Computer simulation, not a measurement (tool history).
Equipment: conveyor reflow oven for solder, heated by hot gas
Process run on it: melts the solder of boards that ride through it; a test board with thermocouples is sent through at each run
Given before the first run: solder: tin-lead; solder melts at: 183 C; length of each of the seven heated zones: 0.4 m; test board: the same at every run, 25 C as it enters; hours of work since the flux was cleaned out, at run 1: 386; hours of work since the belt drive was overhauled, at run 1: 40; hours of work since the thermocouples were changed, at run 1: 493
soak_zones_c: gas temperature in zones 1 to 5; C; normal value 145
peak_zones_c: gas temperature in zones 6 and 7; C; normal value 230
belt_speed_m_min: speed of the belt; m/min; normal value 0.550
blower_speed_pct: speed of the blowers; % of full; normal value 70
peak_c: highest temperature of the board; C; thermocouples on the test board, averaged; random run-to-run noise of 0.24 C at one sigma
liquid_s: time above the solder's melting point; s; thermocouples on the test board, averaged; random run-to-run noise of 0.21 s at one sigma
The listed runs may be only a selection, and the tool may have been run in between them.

run	day	soak_zones_c	peak_zones_c	belt_speed_m_min	blower_speed_pct	hours of work since the flux was cleaned out	hours of work since the belt drive was overhauled	hours of work since the thermocouples were changed	peak_c	liquid_s
1	0.000	145	230	0.550	70	386	40	493	213.1	63.9
2	0.288	145	230	0.550	70	389	43	496	212.6	64.0
# day 0.912: flux residue cleaned out of gas plates and filters
3	1.071	145	230	0.550	70	2	49	502	214.8	67.0
4	1.717	145	230	0.550	70	8	56	509	214.6	66.8
5	2.133	145	237	0.550	70	13	60	514	221.1	71.8
6	2.721	145	237	0.657	70	19	66	520	215.5	54.8
7	3.088	145	230	0.474	70	23	70	524	218.6	82.7
8	3.538	145	230	0.474	70	28	75	528	218.8	82.3
9	3.996	148	230	0.474	70	32	80	533	218.8	84.2
10	4.596	148	230	0.474	70	39	86	539	218.9	84.1
11	5.283	145	230	0.550	70	46	93	547	214.4	66.8
12	5.767	145	230	0.550	70	51	98	552	214.4	66.1
13	6.400	145	230	0.550	57	58	105	558	211.6	62.8
14	6.800	145	222	0.550	70	62	109	563	207.2	59.6
15	7.362	145	230	0.550	70	68	115	568	214.5	66.1
16	7.729	145	230	0.550	70	71	119	572	214.5	66.0
17	8.133	145	230	0.550	70	76	123	577	214.4	66.5
18	8.671	145	230	0.550	83	81	129	582	216.4	68.7
19	9.092	142	230	0.550	70	86	133	587	214.2	64.2
20	9.625	142	230	0.550	70	91	139	592	213.7	64.4
21	10.104	155	242	0.571	64	96	144	597	224.4	75.8
22	10.688	141	224	0.627	64	102	150	603	202.6	43.2
23	11.262	139	224	0.627	64	109	156	609	202.5	41.9
24	11.942	139	231	0.627	64	116	163	616	208.2	48.7
25	12.429	139	231	0.627	64	121	168	622	208.6	48.6
26	13.117	155	231	0.627	67	128	175	629	212.2	59.6
27	13.654	155	231	0.627	57	134	181	634	209.8	57.2
28	14.217	155	224	0.550	70	140	187	640	210.6	68.2
29	14.792	144	230	0.550	70	146	193	646	213.9	65.6
30	15.092	144	230	0.550	70	149	196	650	213.3	65.5

What if the next run were any one of these 4? Each begins from the tool's condition after run 30:
A	15.608	145	229	0.550	54	154	201	655	?	?
B	15.608	150	230	0.550	70	154	201	655	?	?
C	15.608	156	230	0.521	52	154	201	655	?	?
D	15.608	134	230	0.506	67	154	201	655	?	?

run	peak_c	liquid_s
A	209.3	59.9
B	214.6	68.7
C	213.6	74.6
D	213.9	67.0
What these runs would have given with no unlogged condition in the tool:
run	peak_c	liquid_s
A	211.5	62.2
B	216.9	70.5
C	215.7	76.4
D	216.3	69.2
